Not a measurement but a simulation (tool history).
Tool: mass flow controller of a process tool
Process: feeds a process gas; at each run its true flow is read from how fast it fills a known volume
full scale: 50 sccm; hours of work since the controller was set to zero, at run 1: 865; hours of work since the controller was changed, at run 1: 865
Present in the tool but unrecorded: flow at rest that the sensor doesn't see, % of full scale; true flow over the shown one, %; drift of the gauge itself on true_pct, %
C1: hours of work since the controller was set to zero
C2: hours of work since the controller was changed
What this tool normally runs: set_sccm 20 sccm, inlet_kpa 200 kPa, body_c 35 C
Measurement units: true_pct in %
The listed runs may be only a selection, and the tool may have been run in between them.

Run 1, hour 0: usual settings; C1 865; C2 865. Result: true_pct 99.22 %.
Run 2, hour 56.6: usual settings; C1 908; C2 908. Result: true_pct 99.24 %.
Run 3, hour 142.4: usual settings; C1 973; C2 973. Result: true_pct 99.19 %.
Run 4, hour 224.5: usual settings; C1 1035; C2 1035. Result: true_pct 99.31 %.
Run 5, hour 345.7: usual settings but set_sccm 7 sccm; C1 1127; C2 1127. Result: true_pct 98.58 %.
Run 6, hour 403.7: usual settings; C1 1171; C2 1171. Result: true_pct 99.2 %.
Run 7, hour 475.1: usual settings but body_c 31 C; C1 1225; C2 1225. Result: true_pct 99.2 %.
Run 8, hour 564.1: usual settings but set_sccm 30 sccm; C1 1292; C2 1292. Result: true_pct 100.06 %.
Run 9, hour 669.7: usual settings but set_sccm 30 sccm; C1 1372; C2 1372. Result: true_pct 99.88 %.
Run 10, hour 729.1: usual settings but set_sccm 30 sccm; C1 1417; C2 1417. Result: true_pct 100.03 %.
Run 11, hour 840.6: usual settings but set_sccm 30 sccm; C1 1501; C2 1501. Result: true_pct 99.96 %.
Run 12, hour 893.1: usual settings but set_sccm 30 sccm; C1 1541; C2 1541. Result: true_pct 100.12 %.
Run 13, hour 950.9: usual settings but set_sccm 30 sccm; C1 1584; C2 1584. Result: true_pct 100.11 %.
Run 14, hour 1009.9: usual settings but inlet_kpa 206 kPa, body_c 21 C; C1 1629; C2 1629. Result: true_pct 98.86 %.
Run 15, hour 1067.8: usual settings but set_sccm 35 sccm, inlet_kpa 232 kPa, body_c 21 C; C1 1673; C2 1673. Result: true_pct 99.48 %.
Run 16, hour 1168: usual settings but set_sccm 5 sccm, inlet_kpa 148 kPa, body_c 36 C; C1 1749; C2 1749. Result: true_pct 99.51 %.
Run 17, hour 1259.7: usual settings but set_sccm 10 sccm, inlet_kpa 245 kPa, body_c 34 C; C1 1818; C2 1818. Result: true_pct 98.86 %.
Run 18, hour 1328.7: usual settings but set_sccm 10 sccm, inlet_kpa 245 kPa, body_c 34 C; C1 1870; C2 1870. Result: true_pct 98.8 %.
Run 19, hour 1417.6: usual settings but set_sccm 10 sccm, inlet_kpa 245 kPa, body_c 34 C; C1 1938; C2 1938. Result: true_pct 99.08 %.
Run 20, hour 1477.2: usual settings but set_sccm 10 sccm, inlet_kpa 190 kPa, body_c 32 C; C1 1983; C2 1983. Result: true_pct 99.42 %.
Run 21, hour 1587.1: usual settings but set_sccm 10 sccm, inlet_kpa 190 kPa, body_c 32 C; C1 2066; C2 2066. Result: true_pct 99.46 %.
Run 22, hour 1703.2: usual settings but inlet_kpa 237 kPa, body_c 30 C; C1 2154; C2 2154. Result: true_pct 99.49 %.
Run 23, hour 1820.9: usual settings but inlet_kpa 237 kPa, body_c 30 C; C1 2243; C2 2243. Result: true_pct 99.58 %.
Run 24, hour 1904.4: usual settings but set_sccm 10 sccm, inlet_kpa 257 kPa, body_c 25 C; C1 2306; C2 2306. Result: true_pct 98.67 %.
Run 25, hour 1978.1: usual settings but set_sccm 47 sccm, inlet_kpa 148 kPa, body_c 33 C; C1 2361; C2 2361. Result: true_pct 101.91 %.

Difference, measured minus no-hidden-state, one row per run. Run-to-run variation is common to both terms; the gauge's own scatter need not be:
run  true_pct
  1        +0
  2     +0.04
  3     +0.08
  4     +0.13
  5     +0.19
  6     +0.23
  7     +0.27
  8     +0.32
  9     +0.38
 10     +0.42
 11     +0.47
 12      +0.5
 13     +0.54
 14     +0.56
 15      +0.6
 16     +0.67
 17      +0.7
 18     +0.74
 19     +0.79
 20     +0.83
 21     +0.89
 22     +0.95
 23     +1.02
 24     +1.06
 25     +1.13
